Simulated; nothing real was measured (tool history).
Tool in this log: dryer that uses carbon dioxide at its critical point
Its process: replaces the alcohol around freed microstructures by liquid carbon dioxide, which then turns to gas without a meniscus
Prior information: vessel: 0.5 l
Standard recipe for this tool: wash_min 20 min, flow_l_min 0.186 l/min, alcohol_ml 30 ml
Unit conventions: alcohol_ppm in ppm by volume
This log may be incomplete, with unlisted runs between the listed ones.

{"run": 1, "hour": 0.0, "wash_min": 20, "flow_l_min": 0.186, "alcohol_ml": 30, "alcohol_ppm": 118}
{"run": 2, "hour": 5.6, "wash_min": 17, "flow_l_min": 0.186, "alcohol_ml": 30, "alcohol_ppm": 189}
{"run": 3, "hour": 14.1, "wash_min": 17, "flow_l_min": 0.186, "alcohol_ml": 30, "alcohol_ppm": 193}
{"run": 4, "hour": 25.0, "wash_min": 20, "flow_l_min": 0.186, "alcohol_ml": 66, "alcohol_ppm": 162}
{"run": 5, "hour": 34.6, "wash_min": 25, "flow_l_min": 0.186, "alcohol_ml": 30, "alcohol_ppm": 77}
{"run": 6, "hour": 45.0, "wash_min": 20, "flow_l_min": 0.139, "alcohol_ml": 30, "alcohol_ppm": 367}
{"run": 7, "hour": 51.6, "wash_min": 20, "flow_l_min": 0.139, "alcohol_ml": 30, "alcohol_ppm": 356}
{"run": 8, "hour": 57.9, "wash_min": 20, "flow_l_min": 0.139, "alcohol_ml": 30, "alcohol_ppm": 360}
{"run": 9, "hour": 64.5, "wash_min": 20, "flow_l_min": 0.139, "alcohol_ml": 30, "alcohol_ppm": 357}
{"run": 10, "hour": 76.1, "wash_min": 20, "flow_l_min": 0.139, "alcohol_ml": 30, "alcohol_ppm": 367}
{"run": 11, "hour": 84.3, "wash_min": 16, "flow_l_min": 0.186, "alcohol_ml": 30, "alcohol_ppm": 276}
{"run": 12, "hour": 95.8, "wash_min": 20, "flow_l_min": 0.186, "alcohol_ml": 30, "alcohol_ppm": 120}
{"run": 13, "hour": 103.9, "wash_min": 20, "flow_l_min": 0.186, "alcohol_ml": 30, "alcohol_ppm": 128}
{"run": 14, "hour": 112.6, "wash_min": 20, "flow_l_min": 0.186, "alcohol_ml": 68, "alcohol_ppm": 177}
{"run": 15, "hour": 122.9, "wash_min": 20, "flow_l_min": 0.186, "alcohol_ml": 68, "alcohol_ppm": 173}
{"run": 16, "hour": 134.0, "wash_min": 20, "flow_l_min": 0.186, "alcohol_ml": 68, "alcohol_ppm": 186}
{"run": 17, "hour": 144.0, "wash_min": 20, "flow_l_min": 0.186, "alcohol_ml": 68, "alcohol_ppm": 176}
{"run": 18, "hour": 151.6, "wash_min": 20, "flow_l_min": 0.186, "alcohol_ml": 68, "alcohol_ppm": 193}
{"run": 19, "hour": 159.2, "wash_min": 20, "flow_l_min": 0.186, "alcohol_ml": 68, "alcohol_ppm": 192}
{"run": 20, "hour": 165.6, "wash_min": 20, "flow_l_min": 0.186, "alcohol_ml": 26, "alcohol_ppm": 127}
{"run": 21, "hour": 174.2, "wash_min": 20, "flow_l_min": 0.186, "alcohol_ml": 30, "alcohol_ppm": 140}
{"run": 22, "hour": 181.3, "wash_min": 20, "flow_l_min": 0.186, "alcohol_ml": 30, "alcohol_ppm": 129}
{"run": 23, "hour": 192.9, "wash_min": 20, "flow_l_min": 0.186, "alcohol_ml": 30, "alcohol_ppm": 142}
{"run": 24, "hour": 200.7, "wash_min": 22, "flow_l_min": 0.227, "alcohol_ml": 35, "alcohol_ppm": 92}
{"run": 25, "hour": 208.0, "wash_min": 20, "flow_l_min": 0.17, "alcohol_ml": 30, "alcohol_ppm": 175}
{"run": 26, "hour": 215.0, "wash_min": 21, "flow_l_min": 0.186, "alcohol_ml": 30, "alcohol_ppm": 118}
{"run": 27, "hour": 224.6, "wash_min": 28, "flow_l_min": 0.279, "alcohol_ml": 28, "alcohol_ppm": 107}
{"run": 28, "hour": 234.6, "wash_min": 27, "flow_l_min": 0.279, "alcohol_ml": 85, "alcohol_ppm": 95}
{"run": 29, "hour": 246.0, "wash_min": 15, "flow_l_min": 0.181, "alcohol_ml": 21, "alcohol_ppm": 312}
{"run": 30, "hour": 251.2, "wash_min": 23, "flow_l_min": 0.248, "alcohol_ml": 62, "alcohol_ppm": 101}
{"run": 31, "hour": 256.7, "wash_min": 20, "flow_l_min": 0.254, "alcohol_ml": 99, "alcohol_ppm": 104}
{"run": 32, "hour": 264.1, "wash_min": 20, "flow_l_min": 0.254, "alcohol_ml": 99, "alcohol_ppm": 106}
{"run": 33, "hour": 272.7, "wash_min": 20, "flow_l_min": 0.199, "alcohol_ml": 67, "alcohol_ppm": 163}
{"run": 34, "hour": 280.9, "wash_min": 30, "flow_l_min": 0.203, "alcohol_ml": 31, "alcohol_ppm": 106}
{"run": 35, "hour": 286.3, "wash_min": 30, "flow_l_min": 0.203, "alcohol_ml": 28, "alcohol_ppm": 101}
{"run": 36, "hour": 297.5, "wash_min": 30, "flow_l_min": 0.203, "alcohol_ml": 28, "alcohol_ppm": 116}
{"run": 37, "hour": 308.5, "wash_min": 30, "flow_l_min": 0.203, "alcohol_ml": 28, "alcohol_ppm": 105}
{"run": 38, "hour": 317.5, "wash_min": 28, "flow_l_min": 0.148, "alcohol_ml": 58, "alcohol_ppm": 139}
{"run": 39, "hour": 329.1, "wash_min": 16, "flow_l_min": 0.148, "alcohol_ml": 58, "alcohol_ppm": 1426}
{"run": 40, "hour": 334.3, "wash_min": 16, "flow_l_min": 0.148, "alcohol_ml": 58, "alcohol_ppm": 1466}
{"run": 41, "hour": 341.0, "wash_min": 20, "flow_l_min": 0.178, "alcohol_ml": 30, "alcohol_ppm": 174}
{"run": 42, "hour": 353.0, "wash_min": 21, "flow_l_min": 0.134, "alcohol_ml": 30, "alcohol_ppm": 413}
{"run": 43, "hour": 364.3, "wash_min": 21, "flow_l_min": 0.134, "alcohol_ml": 30, "alcohol_ppm": 420}
{"run": 44, "hour": 371.8, "wash_min": 27, "flow_l_min": 0.3, "alcohol_ml": 53, "alcohol_ppm": 116}
{"run": 45, "hour": 380.6, "wash_min": 17, "flow_l_min": 0.263, "alcohol_ml": 70, "alcohol_ppm": 135}
{"run": 46, "hour": 390.3, "wash_min": 17, "flow_l_min": 0.263, "alcohol_ml": 70, "alcohol_ppm": 140}

Predict each of these 5 candidate next runs independently; none follows another, all start after run 46:
{"run": "A", "hour": 396.6, "wash_min": 14, "flow_l_min": 0.295, "alcohol_ml": 108, "alcohol_ppm": "?"}
{"run": "B", "hour": 396.6, "wash_min": 20, "flow_l_min": 0.186, "alcohol_ml": 27, "alcohol_ppm": "?"}
{"run": "C", "hour": 396.6, "wash_min": 30, "flow_l_min": 0.263, "alcohol_ml": 70, "alcohol_ppm": "?"}
{"run": "D", "hour": 396.6, "wash_min": 17, "flow_l_min": 0.306, "alcohol_ml": 70, "alcohol_ppm": "?"}
{"run": "E", "hour": 396.6, "wash_min": 18, "flow_l_min": 0.168, "alcohol_ml": 70, "alcohol_ppm": "?"}

run=A alcohol_ppm=184
run=B alcohol_ppm=170
run=C alcohol_ppm=100
run=D alcohol_ppm=125
run=E alcohol_ppm=570
Without the tool's hidden state the same runs would have given:
run=A alcohol_ppm=50
run=B alcohol_ppm=43
run=C alcohol_ppm=0
run=D alcohol_ppm=10
run=E alcohol_ppm=356
